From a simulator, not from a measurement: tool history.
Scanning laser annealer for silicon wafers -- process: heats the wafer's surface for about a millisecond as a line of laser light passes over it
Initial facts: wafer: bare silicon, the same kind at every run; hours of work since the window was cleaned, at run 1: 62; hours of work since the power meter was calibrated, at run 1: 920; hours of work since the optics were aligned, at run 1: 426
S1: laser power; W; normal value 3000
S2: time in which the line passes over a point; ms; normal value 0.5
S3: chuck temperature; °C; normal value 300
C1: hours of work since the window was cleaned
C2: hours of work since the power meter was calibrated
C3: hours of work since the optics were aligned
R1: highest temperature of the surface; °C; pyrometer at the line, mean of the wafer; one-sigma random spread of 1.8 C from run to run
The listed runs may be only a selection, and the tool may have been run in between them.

run	hour	S1	S2	S3	C1	C2	C3	R1
1	0	3000	0.5	300	62	920	426	1005
2	35.7	3000	0.5	300	77	934	440	1002
3	100.4	3000	0.5	300	103	960	466	997
4	168	3000	0.5	300	130	988	494	994
5	235.6	3000	0.5	300	157	1015	521	995
6	272.3	3000	0.371	300	172	1030	536	898
7	342.7	3000	0.371	300	201	1058	564	897
8	418.4	3000	0.5	300	231	1089	595	986
# hour 428.6: optics aligned, line set to its width
9	480.3	2936	0.5	307	254	1112	21	967
10	541.9	3000	0.558	270	279	1136	46	986
11	603.5	3000	0.558	270	304	1161	71	985
12	635.5	3042	0.532	288	317	1174	83	995
13	675.4	3042	0.532	288	333	1190	100	992

For run 14, what comes out?
14	725.1	3000	0.455	297	353	1210	120	?

Run 14 produced R1 938 °C.
If the tool had no hidden condition, the same run with the same run-to-run variation would have returned R1 977 °C.
